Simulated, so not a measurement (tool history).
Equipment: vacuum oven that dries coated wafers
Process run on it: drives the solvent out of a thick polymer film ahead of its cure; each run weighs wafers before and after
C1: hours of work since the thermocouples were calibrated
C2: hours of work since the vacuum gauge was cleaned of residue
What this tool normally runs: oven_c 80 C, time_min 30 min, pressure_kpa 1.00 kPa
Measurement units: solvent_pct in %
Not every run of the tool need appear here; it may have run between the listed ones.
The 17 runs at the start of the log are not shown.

run 18 hour=358.5 | oven_c=79 time_min=30 pressure_kpa=1.00 | C1=350 C2=234 | solvent_pct=5.86
run 19 hour=377.2 | oven_c=79 time_min=30 pressure_kpa=1.00 | C1=358 C2=242 | solvent_pct=5.79
run 20 hour=400.0 | oven_c=79 time_min=30 pressure_kpa=1.00 | C1=368 C2=252 | solvent_pct=5.78
run 21 hour=422.5 | oven_c=94 time_min=20 pressure_kpa=2.13 | C1=377 C2=261 | solvent_pct=2.67
-- hour=426.6 oven's thermocouples calibrated
run 22 hour=442.6 | oven_c=94 time_min=30 pressure_kpa=2.13 | C1=7 C2=269 | solvent_pct=1.24
run 23 hour=465.3 | oven_c=85 time_min=18 pressure_kpa=0.84 | C1=16 C2=279 | solvent_pct=6.53
run 24 hour=494.2 | oven_c=77 time_min=20 pressure_kpa=1.00 | C1=29 C2=291 | solvent_pct=9.19
run 25 hour=513.8 | oven_c=76 time_min=21 pressure_kpa=1.00 | C1=37 C2=299 | solvent_pct=9.56
run 26 hour=531.3 | oven_c=82 time_min=21 pressure_kpa=1.13 | C1=44 C2=306 | solvent_pct=6.84
run 27 hour=544.8 | oven_c=82 time_min=21 pressure_kpa=1.13 | C1=50 C2=312 | solvent_pct=7.00
-- hour=548.3 oven's thermocouples calibrated, once more
run 28 hour=571.0 | oven_c=90 time_min=35 pressure_kpa=1.00 | C1=10 C2=322 | solvent_pct=1.12
run 29 hour=585.9 | oven_c=83 time_min=45 pressure_kpa=0.69 | C1=16 C2=329 | solvent_pct=1.76
run 30 hour=613.5 | oven_c=73 time_min=32 pressure_kpa=1.95 | C1=28 C2=340 | solvent_pct=7.62
run 31 hour=635.7 | oven_c=73 time_min=43 pressure_kpa=1.17 | C1=37 C2=350 | solvent_pct=5.71
run 32 hour=650.8 | oven_c=84 time_min=49 pressure_kpa=1.61 | C1=43 C2=356 | solvent_pct=1.45
run 33 hour=663.6 | oven_c=80 time_min=54 pressure_kpa=0.91 | C1=49 C2=362 | solvent_pct=1.88
run 34 hour=688.0 | oven_c=80 time_min=54 pressure_kpa=0.91 | C1=59 C2=372 | solvent_pct=1.88
run 35 hour=714.0 | oven_c=81 time_min=54 pressure_kpa=0.91 | C1=70 C2=383 | solvent_pct=1.57
run 36 hour=738.5 | oven_c=88 time_min=46 pressure_kpa=0.98 | C1=80 C2=393 | solvent_pct=0.70
run 37 hour=764.5 | oven_c=80 time_min=46 pressure_kpa=3.50 | C1=91 C2=404 | solvent_pct=3.15
run 38 hour=789.8 | oven_c=80 time_min=46 pressure_kpa=3.50 | C1=102 C2=415 | solvent_pct=3.08
run 39 hour=803.5 | oven_c=80 time_min=46 pressure_kpa=3.50 | C1=108 C2=421 | solvent_pct=3.06

What if the next run were any one of these 3? Each begins from the tool's condition after run 39:
run A hour=825.5 | oven_c=88 time_min=31 pressure_kpa=1.66 | C1=117 C2=430 | solvent_pct=?
run B hour=825.5 | oven_c=80 time_min=38 pressure_kpa=3.50 | C1=117 C2=430 | solvent_pct=?
run C hour=825.5 | oven_c=77 time_min=22 pressure_kpa=2.38 | C1=117 C2=430 | solvent_pct=?

run=A solvent_pct=2.09
run=B solvent_pct=4.01
run=C solvent_pct=8.54
With no hidden state in the tool, these same runs would have given:
run=A solvent_pct=2.17
run=B solvent_pct=4.11
run=C solvent_pct=8.66
